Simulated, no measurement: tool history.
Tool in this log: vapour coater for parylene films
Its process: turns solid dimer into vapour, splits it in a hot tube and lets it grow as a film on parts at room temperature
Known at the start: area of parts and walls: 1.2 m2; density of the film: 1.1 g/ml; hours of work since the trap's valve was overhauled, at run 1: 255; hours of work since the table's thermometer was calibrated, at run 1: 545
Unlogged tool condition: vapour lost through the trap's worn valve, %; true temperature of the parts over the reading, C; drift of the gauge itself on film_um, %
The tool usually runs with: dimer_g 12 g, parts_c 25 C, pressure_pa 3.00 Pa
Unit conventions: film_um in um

run,day,dimer_g,parts_c,pressure_pa,hours of work since the trap's valve was overhauled,hours of work since the table's thermometer was calibrated,film_um
1,0.000,12,25,3.00,255,545,6.66
2,1.438,12,25,3.00,272,563,6.59
3,2.671,12,25,9.78,287,578,6.02
4,4.142,12,25,9.78,305,596,5.92
5,5.679,12,25,3.00,324,615,6.59
6,7.062,12,25,3.00,341,631,6.54
7,7.958,12,25,3.00,352,642,6.49
8,9.112,12,25,3.00,366,657,6.54
9,10.750,12,33,3.00,386,676,4.61
10,11.958,12,25,3.00,401,691,6.34
11,13.312,12,25,2.24,417,708,6.58
12,14.242,6,25,2.24,429,719,3.30
13,15.771,6,25,2.24,447,738,3.23
14,17.071,12,25,3.00,463,754,6.30
15,17.821,12,25,3.00,472,763,6.34
16,19.258,12,25,3.00,490,780,6.28
17,20.642,12,25,3.00,507,797,6.23
18,21.454,12,34,3.00,516,807,4.32
19,22.721,12,34,3.00,532,822,4.34
20,24.067,12,23,3.00,548,839,6.65
21,25.238,9,25,3.00,563,853,4.56
22,26.562,9,25,3.00,579,869,4.55
23,28.367,9,25,3.00,601,891,4.55
24,29.812,9,25,3.00,618,909,4.48
25,30.596,5,25,2.46,628,918,2.56
26,32.246,5,25,2.46,648,939,2.49
# day 32.579: trap's valve overhauled
27,33.971,9,21,6.44,17,958,5.82
28,35.625,21,25,5.44,37,978,11.44
29,37.167,7,25,3.05,56,997,4.03
30,38.638,12,24,7.42,74,1014,6.51
31,39.562,12,24,7.42,85,1026,6.53
32,40.671,8,21,11.21,99,1039,4.74
33,42.000,8,21,11.21,115,1055,4.74
34,43.362,12,25,7.05,131,1072,6.15
35,44.921,18,27,4.75,150,1091,8.98
36,45.983,18,27,4.75,163,1104,8.91
37,47.162,9,19,3.00,178,1118,6.47
38,48.667,9,19,5.33,196,1137,6.09
39,50.104,10,19,5.67,214,1154,6.59
40,50.896,10,19,5.67,223,1164,6.75
41,51.825,10,19,5.67,235,1175,6.67
42,53.038,7,19,4.48,249,1190,4.73
43,54.650,6,19,2.40,269,1210,4.17
44,55.817,21,20,4.35,283,1224,13.70

Forecast each of these 3 alternatives for the next run:
A,56.754,12,25,5.89,295,1235,?
B,56.754,13,28,3.01,295,1235,?
C,56.754,12,21,3.28,295,1235,?

run,film_um
A,6.11
B,6.33
C,7.53
What these runs would have given with no unlogged condition in the tool:
run,film_um
A,6.62
B,6.86
C,8.15
